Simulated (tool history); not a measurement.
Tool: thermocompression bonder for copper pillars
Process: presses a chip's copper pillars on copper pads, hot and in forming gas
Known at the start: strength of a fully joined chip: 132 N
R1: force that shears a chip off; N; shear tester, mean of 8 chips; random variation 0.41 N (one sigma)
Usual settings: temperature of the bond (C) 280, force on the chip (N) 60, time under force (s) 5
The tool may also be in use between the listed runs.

Run 1, day 0.000: usual settings. Result: R1 64.4 N.
Run 2, day 0.462: usual settings. Result: R1 63.2 N.
Run 3, day 0.838: usual settings. Result: R1 63.7 N.
Run 4, day 1.204: usual settings but temperature of the bond (C) 255. Result: R1 47.1 N.
Run 5, day 1.650: usual settings but temperature of the bond (C) 255. Result: R1 46.9 N.
Run 6, day 2.096: usual settings but temperature of the bond (C) 255. Result: R1 47.2 N.
Run 7, day 2.721: usual settings but temperature of the bond (C) 255. Result: R1 47.1 N.
Run 8, day 3.167: usual settings but temperature of the bond (C) 255. Result: R1 47.5 N.
Run 9, day 3.517: usual settings but temperature of the bond (C) 255. Result: R1 47.3 N.
Run 10, day 4.162: usual settings but temperature of the bond (C) 255. Result: R1 47.8 N.
Run 11, day 4.462: usual settings but temperature of the bond (C) 255. Result: R1 47.6 N.
Run 12, day 4.929: usual settings but temperature of the bond (C) 265. Result: R1 54.2 N.
Run 13, day 5.267: usual settings. Result: R1 64.9 N.
Run 14, day 5.875: usual settings. Result: R1 64.8 N.
Run 15, day 6.254: usual settings. Result: R1 64.8 N.
Run 16, day 6.796: usual settings. Result: R1 65.4 N.
Run 17, day 7.446: usual settings. Result: R1 65.3 N.
Run 18, day 7.883: usual settings. Result: R1 64.3 N.
Run 19, day 8.288: usual settings. Result: R1 65.0 N.
Run 20, day 8.708: usual settings but temperature of the bond (C) 271. Result: R1 58.7 N.
Run 21, day 9.354: usual settings but temperature of the bond (C) 271, force on the chip (N) 49, time under force (s) 7. Result: R1 59.6 N.
Run 22, day 9.867: usual settings but temperature of the bond (C) 282, force on the chip (N) 39. Result: R1 52.9 N.
Run 23, day 10.200: usual settings but temperature of the bond (C) 282, force on the chip (N) 45. Result: R1 57.5 N.
Run 24, day 10.658: usual settings but temperature of the bond (C) 282, force on the chip (N) 45. Result: R1 57.6 N.
Run 25, day 11.088: usual settings but temperature of the bond (C) 270, force on the chip (N) 74, time under force (s) 4. Result: R1 60.5 N.
Run 26, day 11.750: usual settings but temperature of the bond (C) 255, force on the chip (N) 48, time under force (s) 12. Result: R1 59.2 N.
Run 27, day 12.279: usual settings but force on the chip (N) 78. Result: R1 73.6 N.
Run 28, day 12.575: usual settings but temperature of the bond (C) 288, force on the chip (N) 37, time under force (s) 7. Result: R1 62.5 N.
Run 29, day 12.950: usual settings but temperature of the bond (C) 286, time under force (s) 8. Result: R1 80.9 N.
Run 30, day 13.567: usual settings but temperature of the bond (C) 286, force on the chip (N) 64. Result: R1 71.8 N.
Run 31, day 14.067: usual settings but temperature of the bond (C) 286, force on the chip (N) 64. Result: R1 71.9 N.
Run 32, day 14.346: usual settings but force on the chip (N) 63, time under force (s) 13. Result: R1 88.6 N.
Run 33, day 14.917: usual settings but temperature of the bond (C) 252, force on the chip (N) 88, time under force (s) 13. Result: R1 79.5 N.
Run 34, day 15.229: usual settings but temperature of the bond (C) 286, force on the chip (N) 62. Result: R1 70.7 N.
Run 35, day 15.808: usual settings but temperature of the bond (C) 273, force on the chip (N) 75, time under force (s) 3. Result: R1 57.6 N.
Run 36, day 16.117: usual settings but force on the chip (N) 68. Result: R1 69.7 N.
Run 37, day 16.729: usual settings but force on the chip (N) 68. Result: R1 69.4 N.
Run 38, day 17.225: usual settings but force on the chip (N) 37, time under force (s) 3. Result: R1 41.2 N.
Run 39, day 17.800: usual settings but temperature of the bond (C) 290, force on the chip (N) 43, time under force (s) 3. Result: R1 50.9 N.
Run 40, day 18.283: usual settings but temperature of the bond (C) 296, time under force (s) 8. Result: R1 86.4 N.

Measured less the same run without the tool's hidden state. The same run-to-run variation is in both; the gauge's scatter may not be:
The hidden state here: true temperature of the bond over the reading, C; force that reaches the chip, % of what is set; oxide that the forming gas leaves, % of the face; drift of the gauge itself on shear_n, %.
run    R1
  1  +2.1
  2  +2.1
  3  +2.1
  4  +2.2
  5  +2.2
  6  +2.4
  7  +2.4
  8  +2.5
  9  +2.5
 10  +2.6
 11  +2.6
 12  +2.7
 13  +2.6
 14  +2.6
 15  +2.6
 16  +2.7
 17  +2.8
 18  +2.8
 19  +2.8
 20  +3.0
 21  +3.1
 22  +2.8
 23  +2.9
 24  +3.0
 25  +3.3
 26  +3.7
 27  +3.1
 28  +3.1
 29  +2.8
 30  +3.1
 31  +3.1
 32  +2.4
 33  +3.8
 34  +3.3
 35  +3.7
 36  +3.5
 37  +3.5
 38  +3.3
 39  +3.4
 40  +2.1
